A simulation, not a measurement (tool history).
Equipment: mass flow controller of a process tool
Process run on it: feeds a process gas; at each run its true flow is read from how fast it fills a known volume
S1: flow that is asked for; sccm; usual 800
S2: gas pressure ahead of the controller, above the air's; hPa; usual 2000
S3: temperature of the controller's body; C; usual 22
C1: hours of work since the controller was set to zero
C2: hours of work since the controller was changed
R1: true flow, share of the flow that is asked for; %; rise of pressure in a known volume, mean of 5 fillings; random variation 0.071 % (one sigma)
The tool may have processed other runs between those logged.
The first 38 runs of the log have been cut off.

Run 39, day 618.917: usual settings but S1 112 sccm, S2 2610 hPa, S3 32 C; C1 5516; C2 5516. Result: R1 97.85 %.
Run 40, day 635.667: usual settings but S3 24 C; C1 5660; C2 5660. Result: R1 99.79 %.
Run 41, day 655.571: usual settings but S3 24 C; C1 5832; C2 5832. Result: R1 99.78 %.
Run 42, day 666.462: usual settings but S1 312 sccm, S2 2530 hPa, S3 28 C; C1 5926; C2 5926. Result: R1 98.55 %.
Run 43, day 685.867: usual settings but S1 312 sccm, S2 2460 hPa, S3 28 C; C1 6093; C2 6093. Result: R1 98.53 %.
At day 703.346: controller's zero set anew.
Run 44, day 707.700: usual settings but S1 312 sccm, S2 2460 hPa, S3 28 C; C1 38; C2 6281. Result: R1 98.53 %.
Run 45, day 729.458: usual settings but S1 312 sccm, S2 2460 hPa, S3 28 C; C1 225; C2 6468. Result: R1 98.34 %.
Run 46, day 744.012: usual settings but S1 312 sccm, S2 2460 hPa, S3 28 C; C1 350; C2 6594. Result: R1 98.47 %.
Run 47, day 756.821: usual settings but S1 315 sccm, S3 37 C; C1 461; C2 6704. Result: R1 97.84 %.
Run 48, day 779.312: usual settings but S1 315 sccm, S3 37 C; C1 655; C2 6898. Result: R1 97.72 %.

Branching from run 48: 5 alternative next runs. What would each branch give?
Run A, day 802.575: usual settings but S1 202 sccm, S2 2630 hPa, S3 32 C; C1 855; C2 7098. Result: R1 ?.
Run B, day 802.575: usual settings but S1 937 sccm, S2 1870 hPa, S3 25 C; C1 855; C2 7098. Result: R1 ?.
Run C, day 802.575: usual settings but S3 37 C; C1 855; C2 7098. Result: R1 ?.
Run D, day 802.575: usual settings but S1 588 sccm, S2 1860 hPa, S3 36 C; C1 855; C2 7098. Result: R1 ?.
Run E, day 802.575: usual settings but S2 1570 hPa; C1 855; C2 7098. Result: R1 ?.

run     R1
  A  98.00
  B  99.80
  C  98.66
  D  98.31
  E  99.69
Take away the tool's hidden state, keep each run's random variation, and the runs would have read:
run     R1
  A  97.99
  B  99.79
  C  98.65
  D  98.30
  E  99.69

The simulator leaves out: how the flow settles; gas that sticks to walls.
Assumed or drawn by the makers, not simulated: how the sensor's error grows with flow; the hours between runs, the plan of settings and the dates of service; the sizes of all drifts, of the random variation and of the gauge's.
